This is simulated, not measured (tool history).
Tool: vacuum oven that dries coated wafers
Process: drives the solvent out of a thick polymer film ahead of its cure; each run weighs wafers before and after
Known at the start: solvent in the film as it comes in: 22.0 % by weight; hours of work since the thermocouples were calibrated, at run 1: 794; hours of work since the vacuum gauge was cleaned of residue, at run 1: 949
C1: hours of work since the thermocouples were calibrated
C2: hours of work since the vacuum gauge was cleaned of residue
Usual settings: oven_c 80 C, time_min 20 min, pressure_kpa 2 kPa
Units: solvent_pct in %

{"run": 1, "hour": 0.0, "oven_c": 80, "time_min": 20, "pressure_kpa": 2, "C1": 794, "C2": 949, "solvent_pct": 4.21}
{"hour": 38.3, "done": "oven's thermocouples calibrated"}
{"run": 2, "hour": 115.2, "oven_c": 80, "time_min": 20, "pressure_kpa": 2, "C1": 57, "C2": 1033, "solvent_pct": 4.54}
{"run": 3, "hour": 169.1, "oven_c": 80, "time_min": 23, "pressure_kpa": 2, "C1": 97, "C2": 1074, "solvent_pct": 3.89}
{"run": 4, "hour": 248.3, "oven_c": 80, "time_min": 20, "pressure_kpa": 2, "C1": 156, "C2": 1132, "solvent_pct": 4.54}
{"run": 5, "hour": 344.5, "oven_c": 80, "time_min": 20, "pressure_kpa": 2, "C1": 227, "C2": 1204, "solvent_pct": 4.52}
{"run": 6, "hour": 407.5, "oven_c": 74, "time_min": 20, "pressure_kpa": 2, "C1": 274, "C2": 1251, "solvent_pct": 6.38}
{"run": 7, "hour": 498.6, "oven_c": 80, "time_min": 20, "pressure_kpa": 2, "C1": 342, "C2": 1318, "solvent_pct": 4.53}
{"run": 8, "hour": 608.8, "oven_c": 80, "time_min": 20, "pressure_kpa": 2.12, "C1": 424, "C2": 1400, "solvent_pct": 4.62}
{"run": 9, "hour": 663.5, "oven_c": 68, "time_min": 20, "pressure_kpa": 2, "C1": 464, "C2": 1441, "solvent_pct": 8.46}
{"hour": 714.1, "done": "vacuum gauge cleaned of residue and calibrated"}
{"run": 10, "hour": 743.4, "oven_c": 68, "time_min": 20, "pressure_kpa": 2, "C1": 523, "C2": 22, "solvent_pct": 8}
{"run": 11, "hour": 827.0, "oven_c": 80, "time_min": 20, "pressure_kpa": 2, "C1": 585, "C2": 84, "solvent_pct": 4.18}
{"run": 12, "hour": 909.4, "oven_c": 88, "time_min": 20, "pressure_kpa": 2, "C1": 646, "C2": 145, "solvent_pct": 2.37}
{"run": 13, "hour": 1019.5, "oven_c": 88, "time_min": 20, "pressure_kpa": 2, "C1": 728, "C2": 227, "solvent_pct": 2.39}
{"run": 14, "hour": 1087.7, "oven_c": 88, "time_min": 20, "pressure_kpa": 2, "C1": 778, "C2": 277, "solvent_pct": 2.37}
{"run": 15, "hour": 1140.9, "oven_c": 68, "time_min": 20, "pressure_kpa": 2, "C1": 818, "C2": 317, "solvent_pct": 7.9}
{"hour": 1150.0, "done": "oven's thermocouples calibrated"}
{"run": 16, "hour": 1200.8, "oven_c": 68, "time_min": 20, "pressure_kpa": 2, "C1": 38, "C2": 360, "solvent_pct": 8.53}
{"run": 17, "hour": 1313.6, "oven_c": 80, "time_min": 20, "pressure_kpa": 2, "C1": 122, "C2": 444, "solvent_pct": 4.45}
{"run": 18, "hour": 1372.3, "oven_c": 80, "time_min": 20, "pressure_kpa": 2, "C1": 165, "C2": 487, "solvent_pct": 4.51}
{"run": 19, "hour": 1432.4, "oven_c": 80, "time_min": 20, "pressure_kpa": 2, "C1": 210, "C2": 532, "solvent_pct": 4.47}
{"run": 20, "hour": 1490.7, "oven_c": 76, "time_min": 12, "pressure_kpa": 2.08, "C1": 253, "C2": 575, "solvent_pct": 8.6}
{"run": 21, "hour": 1593.4, "oven_c": 75, "time_min": 36, "pressure_kpa": 1.94, "C1": 329, "C2": 652, "solvent_pct": 3.42}
{"run": 22, "hour": 1665.5, "oven_c": 77, "time_min": 19, "pressure_kpa": 3.17, "C1": 383, "C2": 705, "solvent_pct": 6.49}
{"run": 23, "hour": 1783.9, "oven_c": 67, "time_min": 26, "pressure_kpa": 1.41, "C1": 471, "C2": 793, "solvent_pct": 6.66}
{"run": 24, "hour": 1832.9, "oven_c": 67, "time_min": 26, "pressure_kpa": 1.41, "C1": 507, "C2": 830, "solvent_pct": 6.7}
{"run": 25, "hour": 1912.1, "oven_c": 73, "time_min": 26, "pressure_kpa": 1.41, "C1": 566, "C2": 888, "solvent_pct": 4.76}
{"run": 26, "hour": 1986.0, "oven_c": 83, "time_min": 20, "pressure_kpa": 4.02, "C1": 621, "C2": 943, "solvent_pct": 5.01}
{"run": 27, "hour": 2068.9, "oven_c": 83, "time_min": 20, "pressure_kpa": 4.02, "C1": 683, "C2": 1005, "solvent_pct": 5.01}
{"run": 28, "hour": 2153.4, "oven_c": 66, "time_min": 13, "pressure_kpa": 2.72, "C1": 745, "C2": 1068, "solvent_pct": 12}
{"hour": 2258.3, "done": "oven's thermocouples calibrated"}
{"run": 29, "hour": 2258.3, "oven_c": 66, "time_min": 13, "pressure_kpa": 2.72, "C1": 0, "C2": 1144, "solvent_pct": 12.28}
{"run": 30, "hour": 2375.6, "oven_c": 92, "time_min": 11, "pressure_kpa": 1.33, "C1": 87, "C2": 1231, "solvent_pct": 4.03}
{"run": 31, "hour": 2443.1, "oven_c": 92, "time_min": 11, "pressure_kpa": 1.33, "C1": 137, "C2": 1281, "solvent_pct": 4.03}
{"run": 32, "hour": 2534.0, "oven_c": 79, "time_min": 20, "pressure_kpa": 4.9, "C1": 205, "C2": 1349, "solvent_pct": 7.05}
{"run": 33, "hour": 2634.9, "oven_c": 80, "time_min": 11, "pressure_kpa": 2, "C1": 280, "C2": 1424, "solvent_pct": 7.91}
{"hour": 2708.9, "done": "vacuum gauge cleaned of residue and calibrated"}
{"run": 34, "hour": 2753.6, "oven_c": 74, "time_min": 17, "pressure_kpa": 2.32, "C1": 367, "C2": 33, "solvent_pct": 7.18}
{"run": 35, "hour": 2840.2, "oven_c": 86, "time_min": 17, "pressure_kpa": 2.32, "C1": 431, "C2": 98, "solvent_pct": 3.57}
{"run": 36, "hour": 2928.2, "oven_c": 86, "time_min": 17, "pressure_kpa": 2.32, "C1": 496, "C2": 163, "solvent_pct": 3.64}
{"run": 37, "hour": 3007.7, "oven_c": 86, "time_min": 17, "pressure_kpa": 2.32, "C1": 556, "C2": 222, "solvent_pct": 3.61}

Hidden state at the last listed run before each entry between runs and at the first one after, where it differs:
Between runs 1 and 2: oven's thermocouples calibrated (hour 38.3)
  true wafer temperature over the reading, C: 1.11 -> 0.08; true pressure over the reading, kPa: 0.296 -> 0.326
  measured less the result without the state, solvent_pct: -0.09 -> +0.22 %
Between runs 9 and 10: vacuum gauge cleaned of residue and calibrated (hour 714.1)
  true wafer temperature over the reading, C: 0.58 -> 0.65; true pressure over the reading, kPa: 0.468 -> 0.015
  measured less the result without the state, solvent_pct: +0.25 -> -0.22 %
Between runs 15 and 16: oven's thermocouples calibrated (hour 1150)
  true wafer temperature over the reading, C: 1.02 -> -0.34; true pressure over the reading, kPa: 0.116 -> 0.13
  measured less the result without the state, solvent_pct: -0.25 -> +0.26 %
Between runs 28 and 29: oven's thermocouples calibrated (hour 2258.3)
  true wafer temperature over the reading, C: 0.54 -> 0.02; true pressure over the reading, kPa: 0.377 -> 0.403
  measured less the result without the state, solvent_pct: +0.13 -> +0.34 %
Between runs 33 and 34: vacuum gauge cleaned of residue and calibrated (hour 2708.9)
  true wafer temperature over the reading, C: 0.38 -> 0.49; true pressure over the reading, kPa: 0.505 -> 0.001
  measured less the result without the state, solvent_pct: +0.18 -> -0.16 %

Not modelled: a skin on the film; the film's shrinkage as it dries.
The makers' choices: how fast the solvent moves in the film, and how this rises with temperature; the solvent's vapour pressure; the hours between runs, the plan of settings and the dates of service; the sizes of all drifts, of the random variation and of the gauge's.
